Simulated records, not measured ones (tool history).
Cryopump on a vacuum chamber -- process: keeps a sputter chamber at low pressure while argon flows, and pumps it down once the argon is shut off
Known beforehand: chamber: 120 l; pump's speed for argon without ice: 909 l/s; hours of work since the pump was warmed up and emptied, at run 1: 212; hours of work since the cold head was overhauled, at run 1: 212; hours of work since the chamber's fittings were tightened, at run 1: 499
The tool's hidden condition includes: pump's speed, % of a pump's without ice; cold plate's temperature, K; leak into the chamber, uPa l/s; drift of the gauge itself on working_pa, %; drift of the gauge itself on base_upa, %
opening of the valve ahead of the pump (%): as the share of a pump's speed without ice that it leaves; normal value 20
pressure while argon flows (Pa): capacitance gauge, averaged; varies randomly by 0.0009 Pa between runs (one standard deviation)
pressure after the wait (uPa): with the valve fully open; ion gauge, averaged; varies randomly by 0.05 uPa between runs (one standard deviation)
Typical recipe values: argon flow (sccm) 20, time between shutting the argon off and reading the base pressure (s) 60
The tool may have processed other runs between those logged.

| run | hour | argon flow (sccm) | time between shutting the argon off and reading the base pressure (s) | opening of the valve ahead of the pump (%) | hours of work since the pump was warmed up and emptied | hours of work since the cold head was overhauled | hours of work since the chamber's fittings were tightened | pressure while argon flows (Pa) | pressure after the wait (uPa) |
|---|---|---|---|---|---|---|---|---|---|
| 1 | 0.0 | 20 | 60 | 20 | 212 | 212 | 499 | 0.1891 | 3.15 |
| 2 | 33.7 | 20 | 60 | 20 | 239 | 239 | 526 | 0.1891 | 3.22 |
| 3 | 97.6 | 20 | 60 | 20 | 290 | 290 | 578 | 0.1909 | 3.31 |
| 4 | 137.5 | 20 | 60 | 18 | 322 | 322 | 610 | 0.2130 | 3.26 |
| 5 | 201.5 | 20 | 60 | 18 | 373 | 373 | 661 | 0.2161 | 3.36 |
| 6 | 238.3 | 20 | 60 | 20 | 403 | 403 | 691 | 0.1945 | 3.39 |
| 7 | 292.9 | 33 | 60 | 20 | 447 | 447 | 734 | 0.3221 | 3.44 |
| 8 | 357.4 | 20 | 60 | 58 | 499 | 499 | 786 | 0.0750 | 3.43 |
| 9 | 408.6 | 22 | 60 | 20 | 540 | 540 | 827 | 0.2182 | 3.36 |
| 10 | 440.2 | 22 | 60 | 20 | 565 | 565 | 853 | 0.2188 | 3.47 |
| 11 | 508.2 | 22 | 60 | 20 | 620 | 620 | 907 | 0.2191 | 3.49 |
| 12 | 546.1 | 22 | 60 | 20 | 650 | 650 | 937 | 0.2230 | 3.56 |
| 13 | 602.7 | 20 | 60 | 20 | 695 | 695 | 983 | 0.2032 | 3.48 |
| 14 | 632.5 | 20 | 230 | 16 | 719 | 719 | 1007 | 0.2505 | 1.54 |
|  | 656.7 | pump warmed up, emptied and cooled again |
| 15 | 687.4 | 20 | 230 | 16 | 25 | 759 | 1047 | 0.2325 | 1.26 |
| 16 | 755.3 | 8 | 38 | 41 | 79 | 814 | 1101 | 0.0366 | 4.93 |
| 17 | 806.2 | 11 | 60 | 28 | 120 | 855 | 1142 | 0.0746 | 3.36 |
| 18 | 839.3 | 11 | 60 | 28 | 147 | 881 | 1169 | 0.0756 | 3.42 |
| 19 | 910.2 | 16 | 150 | 17 | 203 | 938 | 1226 | 0.1781 | 1.89 |
| 20 | 974.6 | 8 | 72 | 38 | 255 | 990 | 1277 | 0.0417 | 3.04 |
| 21 | 1015.7 | 20 | 60 | 31 | 288 | 1023 | 1310 | 0.1266 | 3.55 |
| 22 | 1071.5 | 20 | 60 | 31 | 333 | 1067 | 1355 | 0.1275 | 3.51 |
| 23 | 1139.8 | 13 | 60 | 20 | 388 | 1122 | 1410 | 0.1266 | 3.53 |
| 24 | 1184.2 | 20 | 227 | 20 | 423 | 1158 | 1446 | 0.1955 | 1.58 |
| 25 | 1247.2 | 20 | 227 | 20 | 474 | 1208 | 1496 | 0.1952 | 1.67 |
| 26 | 1298.7 | 8 | 124 | 42 | 515 | 1250 | 1537 | 0.0410 | 2.19 |

Measured result minus the same run's result without the hidden state. Both carry the same run-to-run variation, though not necessarily the same gauge scatter:
| run | pressure while argon flows (Pa) | pressure after the wait (uPa) |
|---|---|---|
| 1 | +0.0042 | +0.18 |
| 2 | +0.0047 | +0.20 |
| 3 | +0.0059 | +0.22 |
| 4 | +0.0067 | +0.24 |
| 5 | +0.0078 | +0.27 |
| 6 | +0.0084 | +0.29 |
| 7 | +0.0159 | +0.31 |
| 8 | +0.0111 | +0.35 |
| 9 | +0.0135 | +0.36 |
| 10 | +0.0144 | +0.39 |
| 11 | +0.0163 | +0.44 |
| 12 | +0.0175 | +0.46 |
| 13 | +0.0174 | +0.49 |
| 14 | +0.0181 | +0.52 |
| 15 | +0.0011 | +0.27 |
| 16 | +0.0008 | +0.29 |
| 17 | +0.0015 | +0.31 |
| 18 | +0.0018 | +0.33 |
| 19 | +0.0036 | +0.38 |
| 20 | +0.0022 | +0.39 |
| 21 | +0.0063 | +0.42 |
| 22 | +0.0074 | +0.45 |
| 23 | +0.0057 | +0.48 |
| 24 | +0.0095 | +0.52 |
| 25 | +0.0108 | +0.57 |
| 26 | +0.0047 | +0.58 |
